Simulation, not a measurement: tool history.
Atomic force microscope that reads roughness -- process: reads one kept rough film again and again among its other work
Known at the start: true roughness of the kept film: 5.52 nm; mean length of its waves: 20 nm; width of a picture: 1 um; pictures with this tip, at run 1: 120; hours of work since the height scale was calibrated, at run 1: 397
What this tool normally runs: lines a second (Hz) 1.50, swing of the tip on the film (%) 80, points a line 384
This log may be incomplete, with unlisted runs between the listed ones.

run    hour  lines a second (Hz)  swing of the tip on the film (%)  points a line  pictures with this tip  hours of work since the height scale was calibrated  roughness of the kept film (nm (root mean square))
  1     0.0                 1.50                                80            384                     120                                                  397                                               2.836
  2    34.2                 1.50                                80            384                     179                                                  414                                               2.511
       46.0  -- new tip fitted
  3    79.0                 1.50                                80            384                      57                                                  436                                               3.168
  4   111.0                 1.50                                80            384                     112                                                  453                                               2.780
  5   152.7                 3.39                                80            384                     185                                                  474                                               2.031
      158.7  -- new tip fitted
  6   193.5                 1.50                                80            384                      60                                                  494                                               3.161
  7   251.1                 1.66                                80            384                     160                                                  523                                               2.507
      272.1  -- new tip fitted
  8   302.5                 1.50                                84            384                      53                                                  549                                               3.084
  9   333.1                 1.50                                84            384                     106                                                  565                                               2.734
      384.3  -- new tip fitted
 10   385.3                 1.42                                84            384                       2                                                  591                                               3.542
 11   443.4                 1.42                                84            384                     103                                                  620                                               2.841
      449.9  -- height scale calibrated on a step standard
      495.7  -- new tip fitted
 12   504.0                 3.94                                80            384                      14                                                   27                                               2.870
 13   536.5                 3.94                                80            384                      71                                                   44                                               2.526
 14   592.6                 3.94                                80            384                     168                                                   72                                               2.084
      609.2  -- new tip fitted
      616.2  -- height scale calibrated on a step standard, once more
 15   638.0                 3.94                                80            384                      48                                                   11                                               2.595
 16   672.3                 3.94                                80            384                     107                                                   28                                               2.276
      725.3  -- new tip fitted
 17   725.6                 3.94                                80            384                       1                                                   55                                               2.919
 18   764.4                 3.94                                80            384                      68                                                   75                                               2.438
 19   810.7                 1.50                                80            384                     149                                                   98                                               2.515
      838.5  -- new tip fitted
 20   860.3                 1.50                                80            384                      38                                                  123                                               3.250
 21   914.7                 1.50                                80            384                     132                                                  151                                               2.636
      952.4  -- new tip fitted
 22   955.4                 1.50                                80            384                       6                                                  171                                               3.591
 23   981.8                 1.50                                80            384                      51                                                  185                                               3.220
 24  1016.2                 1.50                                80            277                     111                                                  202                                               2.766
     1063.1  -- new tip fitted
 25  1073.2                 0.71                                56            384                      18                                                  231                                               3.955
 26  1118.1                 1.98                                80            384                      96                                                  253                                               2.698
 27  1154.6                 2.26                                80            477                     159                                                  272                                               2.304
     1174.4  -- new tip fitted
 28  1203.6                 2.26                                80            477                      51                                                  296                                               2.976
 29  1231.9                 0.67                                80            384                     100                                                  311                                               3.097
 30  1262.5                 1.50                                74            384                     153                                                  326                                               2.682
     1286.0  -- new tip fitted
 31  1311.6                 0.98                                64            685                      44                                                  351                                               3.668
 32  1370.0                 2.12                                80            271                     146                                                  381                                               2.407
     1401.4  -- new tip fitted
 33  1407.6                 0.80                                79            864                      11                                                  399                                               3.858
 34  1438.1                 1.49                                72            889                      64                                                  415                                               3.291
 35  1473.8                 1.49                                81            889                     126                                                  433                                               2.740
     1514.4  -- new tip fitted
 36  1523.1                 1.49                                81            889                      15                                                  458                                               3.566
 37  1550.2                 1.49                                81            889                      62                                                  471                                               3.159
 38  1589.7                 1.50                                58            384                     131                                                  491                                               2.952
     1627.3  -- new tip fitted
 39  1652.1                 1.50                                58            384                      43                                                  523                                               3.638
 40  1708.3                 0.59                                67            669                     140                                                  551                                               2.972
     1742.6  -- new tip fitted
 41  1744.1                 3.98                                80            522                       2                                                  569                                               2.950

What differs in the tool's unlogged condition from the final listed run ahead of each entry between runs to the first listed run following it?
In the gap between runs 2 and 3: new tip fitted (hour 46.0)
  radius of the tip, nm: 16 -> 8.9; height scale over the true one, %: 0.51 -> 0.54
  measured result minus the result with no hidden state, roughness of the kept film (nm (root mean square)): -1.164 -> -0.505
In the gap between runs 5 and 6: new tip fitted (hour 158.7)
  radius of the tip, nm: 17.5 -> 9; height scale over the true one, %: 0.58 -> 0.61
  measured result minus the result with no hidden state, roughness of the kept film (nm (root mean square)): -1.067 -> -0.515
In the gap between runs 7 and 8: new tip fitted (hour 272.1)
  radius of the tip, nm: 15.7 -> 8.9; height scale over the true one, %: 0.64 -> 0.67
  measured result minus the result with no hidden state, roughness of the kept film (nm (root mean square)): -1.123 -> -0.489
In the gap between runs 9 and 10: new tip fitted (hour 384.3)
  radius of the tip, nm: 12.4 -> 5.5; height scale over the true one, %: 0.69 -> 0.72
  measured result minus the result with no hidden state, roughness of the kept film (nm (root mean square)): -0.843 -> -0.044
In the gap between runs 11 and 12: height scale calibrated on a step standard (hour 449.9); new tip fitted (hour 495.7)
  radius of the tip, nm: 11.3 -> 6.1; height scale over the true one, %: 0.75 -> 1.17
  measured result minus the result with no hidden state, roughness of the kept film (nm (root mean square)): -0.742 -> -0.095
In the gap between runs 14 and 15: new tip fitted (hour 609.2); height scale calibrated on a step standard, once more (hour 616.2)
  radius of the tip, nm: 15.4 -> 8.4; height scale over the true one, %: 1.22 -> 0.02
  measured result minus the result with no hidden state, roughness of the kept film (nm (root mean square)): -0.893 -> -0.380
In the gap between runs 16 and 17: new tip fitted (hour 725.3)
  radius of the tip, nm: 12.2 -> 5.4; height scale over the true one, %: 0.04 -> 0.07
  measured result minus the result with no hidden state, roughness of the kept film (nm (root mean square)): -0.702 -> -0.044
In the gap between runs 19 and 20: new tip fitted (hour 838.5)
  radius of the tip, nm: 15.7 -> 7.8; height scale over the true one, %: 0.12 -> 0.15
  measured result minus the result with no hidden state, roughness of the kept film (nm (root mean square)): -1.153 -> -0.384
In the gap between runs 21 and 22: new tip fitted (hour 952.4)
  radius of the tip, nm: 14.2 -> 5.4; height scale over the true one, %: 0.19 -> 0.21
  measured result minus the result with no hidden state, roughness of the kept film (nm (root mean square)): -1.036 -> -0.055
In the gap between runs 24 and 25: new tip fitted (hour 1063.1)
  radius of the tip, nm: 12.2 -> 6.5; height scale over the true one, %: 0.24 -> 0.27
  measured result minus the result with no hidden state, roughness of the kept film (nm (root mean square)): -0.849 -> -0.251
In the gap between runs 27 and 28: new tip fitted (hour 1174.4)
  radius of the tip, nm: 16.6 -> 8.7; height scale over the true one, %: 0.32 -> 0.35
  measured result minus the result with no hidden state, roughness of the kept film (nm (root mean square)): -1.131 -> -0.465
In the gap between runs 30 and 31: new tip fitted (hour 1286.0)
  radius of the tip, nm: 14.7 -> 8.1; height scale over the true one, %: 0.39 -> 0.41
  measured result minus the result with no hidden state, roughness of the kept film (nm (root mean square)): -1.102 -> -0.464
In the gap between runs 32 and 33: new tip fitted (hour 1401.4)
  radius of the tip, nm: 14.8 -> 6.1; height scale over the true one, %: 0.45 -> 0.47
  measured result minus the result with no hidden state, roughness of the kept film (nm (root mean square)): -0.994 -> -0.155
In the gap between runs 35 and 36: new tip fitted (hour 1514.4)
  radius of the tip, nm: 13.2 -> 5.9; height scale over the true one, %: 0.5 -> 0.53
  measured result minus the result with no hidden state, roughness of the kept film (nm (root mean square)): -0.948 -> -0.122
In the gap between runs 38 and 39: new tip fitted (hour 1627.3)
  radius of the tip, nm: 13.8 -> 8; height scale over the true one, %: 0.57 -> 0.61
  measured result minus the result with no hidden state, roughness of the kept film (nm (root mean square)): -1.097 -> -0.442
In the gap between runs 40 and 41: new tip fitted (hour 1742.6)
  radius of the tip, nm: 14.9 -> 5.6; height scale over the true one, %: 0.64 -> 0.66
  measured result minus the result with no hidden state, roughness of the kept film (nm (root mean square)): -1.227 -> -0.051
